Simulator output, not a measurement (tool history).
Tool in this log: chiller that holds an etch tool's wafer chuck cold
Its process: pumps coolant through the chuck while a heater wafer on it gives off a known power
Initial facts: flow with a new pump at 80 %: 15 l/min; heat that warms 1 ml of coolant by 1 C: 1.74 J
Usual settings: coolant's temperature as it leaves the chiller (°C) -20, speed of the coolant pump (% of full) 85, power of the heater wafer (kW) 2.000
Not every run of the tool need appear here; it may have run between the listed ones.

run   hour  coolant's temperature as it leaves the chiller (°C)  speed of the coolant pump (% of full)  power of the heater wafer (kW)  chuck's temperature once it has settled (°C)  how much warmer the coolant comes back (C)
  1    0.0                                                  -20                                     85                           2.000                                           2.1                                        4.34
  2  117.2                                                  -20                                     85                           2.000                                           2.1                                        4.32
  3  227.9                                                  -20                                     85                           2.000                                           1.9                                        4.28
  4  356.4                                                  -20                                     85                           2.000                                           2.1                                        4.30
  5  451.8                                                  -20                                     64                           2.000                                           6.0                                        5.65
  6  520.5                                                  -20                                     82                           2.000                                           2.4                                        4.43
  7  642.9                                                  -20                                     72                           2.423                                           9.5                                        6.05
  8  770.6                                                  -27                                     98                           2.423                                          -2.5                                        4.47
  9  885.0                                                  -19                                     89                           2.000                                           2.4                                        4.03
 10  994.7                                                  -13                                     84                           1.360                                           2.0                                        2.95

What if the next run were any one of these 3? Each begins from the tool's condition after run 10:
  A  1064.8                                                  -16                                     84                           1.360                                             ?                                           ?
  B  1064.8                                                  -12                                     79                           2.178                                             ?                                           ?
  C  1064.8                                                  -18                                     84                           2.450                                             ?                                           ?

run  chuck's temperature once it has settled (°C)  how much warmer the coolant comes back (C)
  A                                          -1.0                                        2.84
  B                                          13.1                                        4.94
  C                                           9.4                                        5.31
Without the tool's unlogged condition, the same runs would have read:
run  chuck's temperature once it has settled (°C)  how much warmer the coolant comes back (C)
  A                                          -1.0                                        2.94
  B                                          13.1                                        5.03
  C                                           9.4                                        5.41
